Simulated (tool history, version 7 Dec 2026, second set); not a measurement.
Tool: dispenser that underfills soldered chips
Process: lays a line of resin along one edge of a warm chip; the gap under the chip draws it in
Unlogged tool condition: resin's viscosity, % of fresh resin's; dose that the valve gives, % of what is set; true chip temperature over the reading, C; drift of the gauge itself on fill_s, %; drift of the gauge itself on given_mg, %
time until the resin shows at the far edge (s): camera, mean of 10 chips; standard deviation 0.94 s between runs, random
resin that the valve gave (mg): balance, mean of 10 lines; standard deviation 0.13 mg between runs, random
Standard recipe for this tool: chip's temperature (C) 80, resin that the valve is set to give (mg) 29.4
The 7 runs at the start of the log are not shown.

run	hour	chip's temperature (C)	resin that the valve is set to give (mg)	hours of work since the syringe was changed	hours of work since the valve was cleaned	hours of work since the stage was calibrated	time until the resin shows at the far edge (s)	resin that the valve gave (mg)
# hour 60.3: new syringe of resin
8	69.1	86	29.4	6	79	144	106.4	27.60
# hour 72.8: new syringe of resin
9	77.9	80	37.1	4	85	150	111.9	34.55
# hour 85.7: new syringe of resin
10	89.7	80	37.1	3	93	158	107.0	34.34
# hour 98.3: new syringe of resin
11	101.2	88	29.4	2	101	166	78.8	27.14
# hour 102.9: dispensing valve cleaned and set on the balance
12	110.8	88	29.4	8	6	172	111.3	29.44
# hour 111.6: new syringe of resin
13	121.5	88	29.4	7	13	180	104.2	29.04
# hour 124.5: new syringe of resin
14	128.4	89	29.4	3	18	185	79.0	28.98
# hour 136.8: new syringe of resin
15	137.5	80	29.4	0	24	191	92.6	29.05
16	144.5	80	29.4	6	29	196	127.5	28.65
# hour 150.2: new syringe of resin
17	150.8	80	29.4	0	34	200	96.1	28.67
18	159.1	80	29.4	6	40	206	134.4	28.41
# hour 162.8: new syringe of resin
19	171.5	71	37.6	6	48	215	185.5	36.38

Run 20, settings as shown, results not yet in. Your forecast:
# hour 175.5: new syringe of resin
20	183.4	71	37.6	6	57	223	?	?

time until the resin shows at the far edge (s): 176.4
resin that the valve gave (mg): 36.00
The same run, on a tool lacking any hidden state, would have yielded time until the resin shows at the far edge (s) 122.9, resin that the valve gave (mg) 37.59.

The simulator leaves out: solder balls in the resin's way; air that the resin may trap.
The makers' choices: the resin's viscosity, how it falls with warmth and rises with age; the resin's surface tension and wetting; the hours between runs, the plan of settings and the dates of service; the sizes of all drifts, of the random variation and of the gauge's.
